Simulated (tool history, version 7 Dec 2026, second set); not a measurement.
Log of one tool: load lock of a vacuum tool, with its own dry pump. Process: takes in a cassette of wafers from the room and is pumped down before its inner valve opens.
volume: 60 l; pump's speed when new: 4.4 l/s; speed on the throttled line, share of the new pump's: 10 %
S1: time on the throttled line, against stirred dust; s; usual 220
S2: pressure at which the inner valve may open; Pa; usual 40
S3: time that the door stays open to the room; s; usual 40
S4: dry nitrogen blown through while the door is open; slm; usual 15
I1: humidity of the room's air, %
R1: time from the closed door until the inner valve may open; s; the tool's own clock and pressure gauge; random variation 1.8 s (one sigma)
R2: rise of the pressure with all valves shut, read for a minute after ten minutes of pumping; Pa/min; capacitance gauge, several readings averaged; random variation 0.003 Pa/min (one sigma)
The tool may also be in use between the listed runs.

{"run": 1, "hour": 0.0, "S1": 220, "S2": 40, "S3": 40, "S4": 15, "I1": 46.3, "R1": 308.8, "R2": 0.294}
{"run": 2, "hour": 178.2, "S1": 304, "S2": 40, "S3": 40, "S4": 15, "I1": 46.4, "R1": 387.9, "R2": 0.311}
{"run": 3, "hour": 546.4, "S1": 304, "S2": 40, "S3": 40, "S4": 15, "I1": 48.1, "R1": 387.4, "R2": 0.325}
{"run": 4, "hour": 868.9, "S1": 304, "S2": 40, "S3": 40, "S4": 15, "I1": 45.6, "R1": 387.2, "R2": 0.356}
{"run": 5, "hour": 1093.8, "S1": 304, "S2": 40, "S3": 40, "S4": 15, "I1": 47.8, "R1": 387.8, "R2": 0.376}
{"run": 6, "hour": 1464.9, "S1": 304, "S2": 40, "S3": 40, "S4": 15, "I1": 46.3, "R1": 381.5, "R2": 0.415}
{"run": 7, "hour": 1705.1, "S1": 304, "S2": 40, "S3": 40, "S4": 15, "I1": 46.3, "R1": 388.7, "R2": 0.421}
{"run": 8, "hour": 1937.9, "S1": 220, "S2": 40, "S3": 45, "S4": 15, "I1": 44.2, "R1": 312.1, "R2": 0.443}
{"run": 9, "hour": 2260.0, "S1": 220, "S2": 40, "S3": 56, "S4": 15, "I1": 44.2, "R1": 315.7, "R2": 0.476}
{"run": 10, "hour": 2452.7, "S1": 220, "S2": 40, "S3": 56, "S4": 15, "I1": 42.7, "R1": 317.4, "R2": 0.485}
{"run": 11, "hour": 2794.2, "S1": 220, "S2": 40, "S3": 56, "S4": 15, "I1": 44.8, "R1": 315.3, "R2": 0.527}
{"run": 12, "hour": 3059.0, "S1": 220, "S2": 40, "S3": 56, "S4": 15, "I1": 42.0, "R1": 322.5, "R2": 0.544}
{"run": 13, "hour": 3390.0, "S1": 220, "S2": 40, "S3": 56, "S4": 15, "I1": 47.6, "R1": 319.8, "R2": 0.576}
{"run": 14, "hour": 3611.3, "S1": 220, "S2": 40, "S3": 56, "S4": 15, "I1": 41.0, "R1": 317.9, "R2": 0.599}
{"run": 15, "hour": 3910.6, "S1": 271, "S2": 39, "S3": 28, "S4": 26, "I1": 42.2, "R1": 367.9, "R2": 0.607}
{"run": 16, "hour": 4116.1, "S1": 271, "S2": 39, "S3": 28, "S4": 26, "I1": 46.0, "R1": 367.9, "R2": 0.626}
{"run": 17, "hour": 4433.3, "S1": 220, "S2": 40, "S3": 40, "S4": 37, "I1": 41.7, "R1": 318.1, "R2": 0.674}
{"run": 18, "hour": 4712.1, "S1": 251, "S2": 40, "S3": 92, "S4": 15, "I1": 42.0, "R1": 349.0, "R2": 0.742}
{"run": 19, "hour": 5054.4, "S1": 323, "S2": 58, "S3": 52, "S4": 24, "I1": 47.4, "R1": 405.9, "R2": 0.741}
{"hour": 5283.2, "done": "door's seal changed, seat wiped"}
{"run": 20, "hour": 5283.2, "S1": 111, "S2": 58, "S3": 219, "S4": 24, "I1": 45.3, "R1": 224.4, "R2": 0.075}
{"run": 21, "hour": 5654.6, "S1": 111, "S2": 58, "S3": 219, "S4": 24, "I1": 43.2, "R1": 222.7, "R2": 0.087}
{"run": 22, "hour": 5870.7, "S1": 111, "S2": 58, "S3": 219, "S4": 24, "I1": 45.3, "R1": 223.7, "R2": 0.092}
{"run": 23, "hour": 6188.7, "S1": 175, "S2": 40, "S3": 40, "S4": 15, "I1": 46.3, "R1": 288.9, "R2": 0.068}
{"run": 24, "hour": 6479.7, "S1": 175, "S2": 40, "S3": 40, "S4": 15, "I1": 43.1, "R1": 289.1, "R2": 0.064}

Forecast each of these 3 alternatives for the next run:
{"run": "A", "hour": 6651.6, "S1": 175, "S2": 44, "S3": 40, "S4": 13, "I1": 42.3, "R1": "?", "R2": "?"}
{"run": "B", "hour": 6651.6, "S1": 317, "S2": 40, "S3": 40, "S4": 15, "I1": 44.9, "R1": "?", "R2": "?"}
{"run": "C", "hour": 6651.6, "S1": 182, "S2": 57, "S3": 40, "S4": 15, "I1": 47.2, "R1": "?", "R2": "?"}

run=A R1=288.0 R2=0.079
run=B R1=412.0 R2=0.075
run=C R1=289.3 R2=0.077
Without the tool's hidden state the same runs would have given:
run=A R1=262.7 R2=0.045
run=B R1=390.9 R2=0.041
run=C R1=265.6 R2=0.045
